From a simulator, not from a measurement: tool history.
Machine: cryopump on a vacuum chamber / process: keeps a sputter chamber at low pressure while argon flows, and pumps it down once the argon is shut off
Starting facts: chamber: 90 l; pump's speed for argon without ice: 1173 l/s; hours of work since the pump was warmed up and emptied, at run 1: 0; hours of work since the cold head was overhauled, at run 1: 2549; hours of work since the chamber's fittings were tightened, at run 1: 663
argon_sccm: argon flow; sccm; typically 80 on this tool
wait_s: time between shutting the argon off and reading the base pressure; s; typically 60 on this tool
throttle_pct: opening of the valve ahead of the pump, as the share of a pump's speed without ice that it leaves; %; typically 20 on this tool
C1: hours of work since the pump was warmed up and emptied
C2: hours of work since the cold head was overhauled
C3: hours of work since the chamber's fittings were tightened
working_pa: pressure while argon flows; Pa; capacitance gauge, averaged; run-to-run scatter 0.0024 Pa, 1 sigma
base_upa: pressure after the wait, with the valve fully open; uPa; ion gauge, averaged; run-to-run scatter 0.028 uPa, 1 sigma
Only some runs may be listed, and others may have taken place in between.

{"run": 1, "day": 0.0, "argon_sccm": 80, "wait_s": 60, "throttle_pct": 20, "C1": 0, "C2": 2549, "C3": 663, "working_pa": 0.5812, "base_upa": 2.72}
{"run": 2, "day": 3.388, "argon_sccm": 80, "wait_s": 60, "throttle_pct": 20, "C1": 55, "C2": 2604, "C3": 718, "working_pa": 0.5797, "base_upa": 2.87}
{"run": 3, "day": 6.388, "argon_sccm": 80, "wait_s": 60, "throttle_pct": 20, "C1": 104, "C2": 2652, "C3": 767, "working_pa": 0.5824, "base_upa": 2.92}
{"run": 4, "day": 9.754, "argon_sccm": 80, "wait_s": 60, "throttle_pct": 15, "C1": 158, "C2": 2707, "C3": 821, "working_pa": 0.7793, "base_upa": 3.17}
{"run": 5, "day": 12.071, "argon_sccm": 80, "wait_s": 60, "throttle_pct": 15, "C1": 196, "C2": 2745, "C3": 859, "working_pa": 0.7764, "base_upa": 3.28}
{"run": 6, "day": 15.971, "argon_sccm": 73, "wait_s": 60, "throttle_pct": 20, "C1": 259, "C2": 2808, "C3": 922, "working_pa": 0.5392, "base_upa": 3.43}
{"run": 7, "day": 19.454, "argon_sccm": 73, "wait_s": 60, "throttle_pct": 20, "C1": 316, "C2": 2865, "C3": 979, "working_pa": 0.5343, "base_upa": 3.58}
{"run": 8, "day": 21.792, "argon_sccm": 80, "wait_s": 60, "throttle_pct": 20, "C1": 354, "C2": 2903, "C3": 1017, "working_pa": 0.5941, "base_upa": 3.71}
{"run": 9, "day": 25.354, "argon_sccm": 80, "wait_s": 60, "throttle_pct": 20, "C1": 412, "C2": 2961, "C3": 1075, "working_pa": 0.5911, "base_upa": 3.83}
{"run": 10, "day": 29.296, "argon_sccm": 80, "wait_s": 60, "throttle_pct": 20, "C1": 476, "C2": 3025, "C3": 1139, "working_pa": 0.5948, "base_upa": 4.11}
{"run": 11, "day": 31.483, "argon_sccm": 80, "wait_s": 60, "throttle_pct": 20, "C1": 512, "C2": 3060, "C3": 1174, "working_pa": 0.594, "base_upa": 4.19}
{"run": 12, "day": 34.0, "argon_sccm": 80, "wait_s": 60, "throttle_pct": 20, "C1": 552, "C2": 3101, "C3": 1215, "working_pa": 0.598, "base_upa": 4.29}
{"run": 13, "day": 37.617, "argon_sccm": 84, "wait_s": 60, "throttle_pct": 20, "C1": 611, "C2": 3160, "C3": 1274, "working_pa": 0.6288, "base_upa": 4.33}
{"run": 14, "day": 40.033, "argon_sccm": 84, "wait_s": 60, "throttle_pct": 20, "C1": 650, "C2": 3199, "C3": 1313, "working_pa": 0.6344, "base_upa": 4.8}
{"run": 15, "day": 43.638, "argon_sccm": 58, "wait_s": 60, "throttle_pct": 20, "C1": 709, "C2": 3258, "C3": 1372, "working_pa": 0.4361, "base_upa": 4.78}
{"run": 16, "day": 46.396, "argon_sccm": 80, "wait_s": 251, "throttle_pct": 20, "C1": 754, "C2": 3302, "C3": 1417, "working_pa": 0.6055, "base_upa": 4.22}
{"run": 17, "day": 48.658, "argon_sccm": 81, "wait_s": 251, "throttle_pct": 20, "C1": 791, "C2": 3339, "C3": 1454, "working_pa": 0.608, "base_upa": 4.29}
{"day": 50.662, "done": "pump warmed up, emptied and cooled again"}
{"run": 18, "day": 52.5, "argon_sccm": 139, "wait_s": 57, "throttle_pct": 20, "C1": 30, "C2": 3398, "C3": 1513, "working_pa": 1.0067, "base_upa": 4.64}
{"run": 19, "day": 54.333, "argon_sccm": 139, "wait_s": 57, "throttle_pct": 20, "C1": 60, "C2": 3428, "C3": 1542, "working_pa": 1.0139, "base_upa": 4.77}
{"day": 55.421, "done": "leaking fittings of the chamber tightened, without venting"}
{"run": 20, "day": 56.342, "argon_sccm": 139, "wait_s": 283, "throttle_pct": 20, "C1": 91, "C2": 3459, "C3": 15, "working_pa": 1.0147, "base_upa": 0.56}
{"run": 21, "day": 60.312, "argon_sccm": 102, "wait_s": 39, "throttle_pct": 59, "C1": 155, "C2": 3524, "C3": 80, "working_pa": 0.2619, "base_upa": 2.16}
{"run": 22, "day": 63.775, "argon_sccm": 82, "wait_s": 174, "throttle_pct": 16, "C1": 212, "C2": 3580, "C3": 136, "working_pa": 0.7504, "base_upa": 1}
{"run": 23, "day": 66.7, "argon_sccm": 80, "wait_s": 217, "throttle_pct": 45, "C1": 259, "C2": 3628, "C3": 183, "working_pa": 0.2661, "base_upa": 1.03}
{"run": 24, "day": 69.521, "argon_sccm": 80, "wait_s": 217, "throttle_pct": 45, "C1": 305, "C2": 3674, "C3": 229, "working_pa": 0.2685, "base_upa": 1.16}
{"run": 25, "day": 71.421, "argon_sccm": 159, "wait_s": 211, "throttle_pct": 26, "C1": 336, "C2": 3704, "C3": 260, "working_pa": 0.9059, "base_upa": 1.2}
{"run": 26, "day": 73.388, "argon_sccm": 105, "wait_s": 265, "throttle_pct": 44, "C1": 368, "C2": 3736, "C3": 292, "working_pa": 0.3651, "base_upa": 1.21}
{"run": 27, "day": 76.858, "argon_sccm": 80, "wait_s": 60, "throttle_pct": 22, "C1": 424, "C2": 3793, "C3": 348, "working_pa": 0.5389, "base_upa": 2.2}
{"run": 28, "day": 79.479, "argon_sccm": 80, "wait_s": 60, "throttle_pct": 22, "C1": 467, "C2": 3835, "C3": 391, "working_pa": 0.5424, "base_upa": 2.34}
{"run": 29, "day": 83.304, "argon_sccm": 80, "wait_s": 297, "throttle_pct": 22, "C1": 529, "C2": 3897, "C3": 453, "working_pa": 0.5459, "base_upa": 1.67}
{"run": 30, "day": 85.054, "argon_sccm": 80, "wait_s": 297, "throttle_pct": 22, "C1": 557, "C2": 3926, "C3": 482, "working_pa": 0.5453, "base_upa": 1.73}
{"run": 31, "day": 87.508, "argon_sccm": 80, "wait_s": 50, "throttle_pct": 22, "C1": 597, "C2": 3966, "C3": 521, "working_pa": 0.5442, "base_upa": 2.9}
{"run": 32, "day": 91.438, "argon_sccm": 80, "wait_s": 50, "throttle_pct": 22, "C1": 661, "C2": 4030, "C3": 585, "working_pa": 0.5528, "base_upa": 3.14}
{"run": 33, "day": 93.662, "argon_sccm": 53, "wait_s": 67, "throttle_pct": 27, "C1": 697, "C2": 4066, "C3": 621, "working_pa": 0.297, "base_upa": 2.92}

Predict each of these 4 candidate next runs independently; none follows another, all start after run 33:
{"run": "A", "day": 97.571, "argon_sccm": 53, "wait_s": 67, "throttle_pct": 15, "C1": 761, "C2": 4129, "C3": 685, "working_pa": "?", "base_upa": "?"}
{"run": "B", "day": 97.571, "argon_sccm": 40, "wait_s": 159, "throttle_pct": 18, "C1": 761, "C2": 4129, "C3": 685, "working_pa": "?", "base_upa": "?"}
{"run": "C", "day": 97.571, "argon_sccm": 90, "wait_s": 60, "throttle_pct": 23, "C1": 761, "C2": 4129, "C3": 685, "working_pa": "?", "base_upa": "?"}
{"run": "D", "day": 97.571, "argon_sccm": 88, "wait_s": 67, "throttle_pct": 27, "C1": 761, "C2": 4129, "C3": 685, "working_pa": "?", "base_upa": "?"}

run=A working_pa=0.5265 base_upa=2.99
run=B working_pa=0.3359 base_upa=2.53
run=C working_pa=0.5956 base_upa=3.11
run=D working_pa=0.4991 base_upa=3.03
With the hidden condition removed and each run's random variation left untouched, the same runs would have given:
run=A working_pa=0.5079 base_upa=1.18
run=B working_pa=0.3217 base_upa=0.66
run=C working_pa=0.5639 base_upa=1.31
run=D working_pa=0.4682 base_upa=1.19

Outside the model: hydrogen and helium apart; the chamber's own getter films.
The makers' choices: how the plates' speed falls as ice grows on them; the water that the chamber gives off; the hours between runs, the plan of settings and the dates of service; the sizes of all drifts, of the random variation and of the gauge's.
